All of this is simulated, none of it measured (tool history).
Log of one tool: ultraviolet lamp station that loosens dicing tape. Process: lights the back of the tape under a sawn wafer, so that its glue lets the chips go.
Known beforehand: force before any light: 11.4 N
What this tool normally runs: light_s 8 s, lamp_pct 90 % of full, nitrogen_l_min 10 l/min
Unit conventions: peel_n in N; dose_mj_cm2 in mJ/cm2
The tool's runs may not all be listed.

run	hour	light_s	lamp_pct	nitrogen_l_min	peel_n	dose_mj_cm2
1	0	8	90	10	1.062	279
2	24	8	90	10	1.093	282
3	56.1	8	90	10	1.112	283
4	104.5	8	90	10	1.141	279
5	140	8	90	10	1.15	275
6	170.3	8	90	10	1.191	270
7	191.2	12	90	10	0.498	405
8	238.7	12	90	10	0.518	401
9	283	12	90	10	0.543	388
10	323.9	12	80	10	0.68	347
11	353.9	8	87	10	1.415	251
12	391.2	8	87	10	1.456	246
13	429.6	8	79	18	1.279	219
# hour 433.2: window cleaned of glue's vapour
14	454.3	8	79	18	0.97	245
15	493.6	8	72	14	1.514	216
16	515.7	6	100	14	1.323	227
17	549.9	6	100	14	1.383	223
18	578.7	8	99	10	1.039	294
19	623.3	14	90	8	0.464	459
20	658.9	14	90	8	0.46	455
21	702.6	14	90	8	0.472	451

Predict the results of run 22:
22	741.7	14	63	8	?	?

Run 22 came out at peel_n 1.051 N, dose_mj_cm2 309 mJ/cm2.
Take away the tool's hidden state, keep the run-to-run variation as it was, and the same run would have given peel_n 0.667 N, dose_mj_cm2 381 mJ/cm2.

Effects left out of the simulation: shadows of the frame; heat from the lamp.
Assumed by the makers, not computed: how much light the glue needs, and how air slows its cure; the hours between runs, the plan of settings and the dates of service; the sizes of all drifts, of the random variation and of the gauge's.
